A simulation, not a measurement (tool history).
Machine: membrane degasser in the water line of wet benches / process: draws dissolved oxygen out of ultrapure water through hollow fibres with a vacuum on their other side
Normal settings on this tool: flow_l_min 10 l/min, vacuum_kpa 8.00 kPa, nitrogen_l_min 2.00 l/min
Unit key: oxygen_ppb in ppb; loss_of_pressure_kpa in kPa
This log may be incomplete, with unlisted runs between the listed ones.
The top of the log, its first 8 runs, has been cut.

| run | day | flow_l_min | vacuum_kpa | nitrogen_l_min | hours since the membrane was changed | hours since the vacuum gauge was calibrated | hours since the vacuum lines were made tight | oxygen_ppb | loss_of_pressure_kpa |
|---|---|---|---|---|---|---|---|---|---|
| 9 | 91.500 | 10 | 8.00 | 2.00 | 3501 | 2607 | 520 | 64.9 | 53.72 |
| 10 | 99.296 | 10 | 8.00 | 2.00 | 3688 | 2794 | 707 | 66.5 | 53.81 |
| 11 | 109.308 | 10 | 8.00 | 2.00 | 3929 | 3034 | 947 | 66.0 | 53.59 |
| 12 | 120.979 | 10 | 8.00 | 2.00 | 4209 | 3314 | 1227 | 66.1 | 54.02 |
| 13 | 131.529 | 10 | 8.00 | 2.00 | 4462 | 3567 | 1480 | 66.3 | 53.58 |
| 14 | 140.021 | 10 | 8.00 | 2.00 | 4666 | 3771 | 1684 | 66.3 | 53.96 |
| 15 | 154.533 | 10 | 8.32 | 2.00 | 5014 | 4119 | 2032 | 71.0 | 54.55 |
| 16 | 161.025 | 10 | 8.32 | 2.00 | 5170 | 4275 | 2188 | 71.2 | 54.00 |
|  | 162.346 | vacuum gauge calibrated |
| 17 | 174.346 | 9 | 14.82 | 0.84 | 5489 | 288 | 2508 | 290.8 | 49.12 |
| 18 | 189.508 | 9 | 14.82 | 0.84 | 5853 | 652 | 2871 | 297.0 | 48.85 |

Predict the results of run 19:
| 19 | 200.200 | 9 | 14.82 | 0.84 | 6110 | 909 | 3128 | ? | ? |

oxygen_ppb: 297.3 ppb
loss_of_pressure_kpa: 48.95 kPa
If the tool had no hidden condition, the same run with the same run-to-run variation would have returned oxygen_ppb 288.4 ppb, loss_of_pressure_kpa 47.77 kPa.

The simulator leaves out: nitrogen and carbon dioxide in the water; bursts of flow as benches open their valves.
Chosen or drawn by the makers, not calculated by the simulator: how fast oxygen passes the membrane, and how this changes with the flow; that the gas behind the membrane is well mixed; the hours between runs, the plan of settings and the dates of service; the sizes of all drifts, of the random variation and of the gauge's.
